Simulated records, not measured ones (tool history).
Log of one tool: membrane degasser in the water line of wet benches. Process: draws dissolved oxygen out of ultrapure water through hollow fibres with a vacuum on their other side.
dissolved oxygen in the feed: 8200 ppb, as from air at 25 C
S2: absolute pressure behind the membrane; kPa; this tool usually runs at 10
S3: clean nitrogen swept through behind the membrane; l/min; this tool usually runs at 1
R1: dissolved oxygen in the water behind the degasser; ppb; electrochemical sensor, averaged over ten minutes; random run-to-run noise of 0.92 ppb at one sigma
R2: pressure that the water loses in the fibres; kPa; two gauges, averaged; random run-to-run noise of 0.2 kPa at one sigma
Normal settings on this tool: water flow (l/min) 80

Run 1, day 0: usual settings. Result: R1 843 ppb, R2 46.3 kPa.
Run 2, day 9.129: usual settings. Result: R1 845.1 ppb, R2 46.09 kPa.
Run 3, day 24.496: usual settings. Result: R1 845.6 ppb, R2 45.9 kPa.
Run 4, day 31.488: usual settings. Result: R1 843.6 ppb, R2 45.68 kPa.
Run 5, day 46.438: usual settings. Result: R1 843.8 ppb, R2 45.81 kPa.
Run 6, day 59.992: usual settings but S3 0.48 l/min. Result: R1 1273.8 ppb, R2 45.94 kPa.
Run 7, day 73.833: usual settings but S3 0.48 l/min. Result: R1 1272.7 ppb, R2 45.44 kPa.
Run 8, day 84.533: usual settings. Result: R1 845.6 ppb, R2 45.4 kPa.
Run 9, day 93.975: usual settings but S3 1.97 l/min. Result: R1 525.9 ppb, R2 45.18 kPa.
Run 10, day 102.683: usual settings but S3 1.97 l/min. Result: R1 525.1 ppb, R2 45.12 kPa.
Run 11, day 110.871: usual settings but S3 1.97 l/min. Result: R1 525.6 ppb, R2 45.55 kPa.
Run 12, day 126.058: usual settings but water flow (l/min) 118, S2 18 kPa, S3 2.2 l/min. Result: R1 1316.2 ppb, R2 66.74 kPa.
At day 128.354: seals of the vacuum lines changed.
At day 133.896: vacuum gauge calibrated.
Run 13, day 135.933: usual settings but water flow (l/min) 59, S2 18 kPa, S3 2.99 l/min. Result: R1 609.1 ppb, R2 33.19 kPa.
Run 14, day 143.975: usual settings but water flow (l/min) 64, S2 13.2 kPa, S3 0.81 l/min. Result: R1 1187.2 ppb, R2 36.1 kPa.
Run 15, day 152.588: usual settings but water flow (l/min) 97, S2 13.2 kPa, S3 0.81 l/min. Result: R1 1519.9 ppb, R2 54.46 kPa.

Table of differences, measured result less the result of that run with no hidden state. Run-to-run variation is the same in both. Gauge scatter possibly is not:
Hidden state present: membrane still open, %; true pressure behind the membrane over the reading, kPa; air that leaks in behind the membrane, l/min; drift of the gauge itself on oxygen_ppb, %; drift of the gauge itself on loss_of_pressure_kpa, %.
run     R2
  1  +0.02
  2  -0.05
  3  -0.17
  4  -0.22
  5  -0.33
  6  -0.44
  7  -0.54
  8  -0.62
  9  -0.69
 10  -0.76
 11  -0.82
 12  -1.38
 13  -0.74
 14  -0.86
 15  -1.37
R1: within 0.1 ppb of the measured result in every run.
